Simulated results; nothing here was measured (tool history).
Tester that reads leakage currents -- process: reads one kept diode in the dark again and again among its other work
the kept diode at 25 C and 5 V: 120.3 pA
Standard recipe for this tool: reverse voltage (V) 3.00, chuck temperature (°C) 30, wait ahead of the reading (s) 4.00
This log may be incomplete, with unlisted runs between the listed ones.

| run | hour | reverse voltage (V) | chuck temperature (°C) | wait ahead of the reading (s) | current that the tester gives (pA) |
|---|---|---|---|---|---|
| 1 | 0.0 | 3.00 | 30 | 4.00 | 138.12 |
|  | 76.0 | probe card cleaned and baked |
| 2 | 171.1 | 3.00 | 30 | 4.00 | 133.52 |
| 3 | 361.8 | 3.00 | 30 | 4.00 | 133.10 |
| 4 | 573.2 | 3.99 | 30 | 4.00 | 151.33 |
| 5 | 769.6 | 3.99 | 30 | 4.00 | 149.90 |
| 6 | 969.0 | 3.99 | 30 | 4.00 | 148.71 |
| 7 | 1088.5 | 3.99 | 30 | 4.00 | 147.64 |
| 8 | 1234.8 | 3.00 | 30 | 4.00 | 126.99 |
| 9 | 1390.2 | 3.00 | 30 | 4.00 | 125.61 |
| 10 | 1534.0 | 3.00 | 30 | 4.00 | 125.08 |
| 11 | 1679.3 | 3.00 | 30 | 4.00 | 124.44 |
| 12 | 1872.2 | 3.00 | 30 | 4.00 | 123.93 |
| 13 | 2012.9 | 3.00 | 30 | 4.00 | 122.35 |
|  | 2075.5 | tester calibrated |
| 14 | 2118.3 | 3.00 | 22 | 4.00 | 69.41 |
| 15 | 2233.0 | 3.00 | 22 | 4.00 | 69.27 |
| 16 | 2365.9 | 3.00 | 54 | 4.00 | 600.20 |
| 17 | 2572.2 | 5.60 | 27 | 0.76 | 136.94 |
| 18 | 2782.2 | 5.60 | 27 | 0.76 | 136.38 |
| 19 | 2989.4 | 4.59 | 30 | 6.56 | 147.41 |
|  | 3010.1 | chuck's temperature calibrated |
| 20 | 3103.9 | 2.16 | 30 | 7.65 | 113.55 |
|  | 3218.2 | probe card cleaned and baked |
| 21 | 3218.2 | 7.07 | 40 | 2.13 | 401.06 |
| 22 | 3370.9 | 16.55 | 24 | 1.88 | 199.57 |
| 23 | 3569.5 | 7.36 | 23 | 3.29 | 121.32 |
| 24 | 3765.5 | 7.36 | 23 | 3.29 | 120.11 |
| 25 | 3872.6 | 13.08 | 33 | 4.00 | 329.75 |
| 26 | 4073.9 | 3.12 | 25 | 0.64 | 90.43 |
| 27 | 4269.7 | 1.17 | 26 | 0.64 | 58.12 |
| 28 | 4408.8 | 13.19 | 55 | 2.31 | 1347.56 |
| 29 | 4568.5 | 3.00 | 47 | 4.00 | 387.24 |
| 30 | 4658.0 | 1.97 | 42 | 4.00 | 224.00 |
| 31 | 4801.9 | 18.58 | 51 | 1.71 | 1240.21 |
| 32 | 5013.2 | 3.34 | 52 | 4.00 | 550.13 |

Measured less the same run without the tool's hidden state. The same run-to-run variation is in both; the gauge's scatter may not be:
What the log doesn't record here: stray current of the dirty probe card, pA a volt; current scale over the true one, %; true chuck temperature over the reading, C; drift of the gauge itself on leakage_pa, %.
| run | current that the tester gives (pA) |
|---|---|
| 1 | +3.85 |
| 2 | -0.28 |
| 3 | -1.50 |
| 4 | -3.29 |
| 5 | -4.82 |
| 6 | -6.22 |
| 7 | -6.96 |
| 8 | -7.14 |
| 9 | -8.12 |
| 10 | -8.97 |
| 11 | -9.75 |
| 12 | -10.87 |
| 13 | -11.61 |
| 14 | -5.02 |
| 15 | -5.40 |
| 16 | -55.62 |
| 17 | -12.53 |
| 18 | -13.71 |
| 19 | -17.80 |
| 20 | -0.23 |
| 21 | -9.98 |
| 22 | -6.45 |
| 23 | -5.08 |
| 24 | -6.01 |
| 25 | -18.48 |
| 26 | -6.32 |
| 27 | -4.90 |
| 28 | -107.50 |
| 29 | -36.30 |
| 30 | -22.55 |
| 31 | -121.54 |
| 32 | -62.19 |
